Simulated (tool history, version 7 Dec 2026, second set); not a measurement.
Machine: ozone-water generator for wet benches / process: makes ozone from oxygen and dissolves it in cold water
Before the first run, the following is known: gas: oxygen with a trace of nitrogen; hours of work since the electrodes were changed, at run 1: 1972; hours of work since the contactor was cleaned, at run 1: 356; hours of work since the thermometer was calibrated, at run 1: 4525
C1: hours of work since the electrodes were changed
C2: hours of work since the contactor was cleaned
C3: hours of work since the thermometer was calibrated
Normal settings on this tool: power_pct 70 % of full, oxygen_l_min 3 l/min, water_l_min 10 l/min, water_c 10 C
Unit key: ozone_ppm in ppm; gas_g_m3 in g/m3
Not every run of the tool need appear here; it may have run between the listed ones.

run 1 hour=0 | power_pct=70 oxygen_l_min=3 water_l_min=10 water_c=10 | C1=1972 C2=356 C3=4525 | ozone_ppm=33.6 gas_g_m3=234.8
run 2 hour=100.1 | power_pct=70 oxygen_l_min=3 water_l_min=10 water_c=10 | C1=2064 C2=448 C3=4617 | ozone_ppm=33.7 gas_g_m3=234.2
run 3 hour=210.1 | power_pct=70 oxygen_l_min=3 water_l_min=10 water_c=10 | C1=2165 C2=549 C3=4718 | ozone_ppm=33.4 gas_g_m3=232.3
run 4 hour=265.3 | power_pct=70 oxygen_l_min=2.04 water_l_min=10 water_c=10 | C1=2216 C2=600 C3=4769 | ozone_ppm=31.8 gas_g_m3=276.5
-- hour=306.5 water thermometer calibrated
run 5 hour=370.9 | power_pct=70 oxygen_l_min=3 water_l_min=10 water_c=10 | C1=2313 C2=697 C3=59 | ozone_ppm=33.9 gas_g_m3=231.8
run 6 hour=443.9 | power_pct=70 oxygen_l_min=3 water_l_min=10 water_c=10 | C1=2380 C2=764 C3=127 | ozone_ppm=33.3 gas_g_m3=233.2
run 7 hour=520.3 | power_pct=70 oxygen_l_min=3 water_l_min=10 water_c=9 | C1=2450 C2=834 C3=197 | ozone_ppm=34.5 gas_g_m3=233.4
run 8 hour=639.2 | power_pct=70 oxygen_l_min=3 water_l_min=7 water_c=9 | C1=2560 C2=944 C3=306 | ozone_ppm=43.7 gas_g_m3=232.1
run 9 hour=712.8 | power_pct=70 oxygen_l_min=3 water_l_min=7 water_c=10 | C1=2627 C2=1012 C3=374 | ozone_ppm=43 gas_g_m3=232.1
run 10 hour=784.8 | power_pct=70 oxygen_l_min=3 water_l_min=7 water_c=10 | C1=2694 C2=1078 C3=440 | ozone_ppm=43.2 gas_g_m3=230.9

Expected results for the next run?
run 11 hour=867.5 | power_pct=70 oxygen_l_min=3 water_l_min=7 water_c=10 | C1=2770 C2=1154 C3=516 | ozone_ppm=? gas_g_m3=?

Run 11 came out at ozone_ppm 42.6 ppm, gas_g_m3 233.5 g/m3.
The same run, on a tool lacking any hidden state, would have yielded ozone_ppm 42.6 ppm, gas_g_m3 233.6 g/m3.
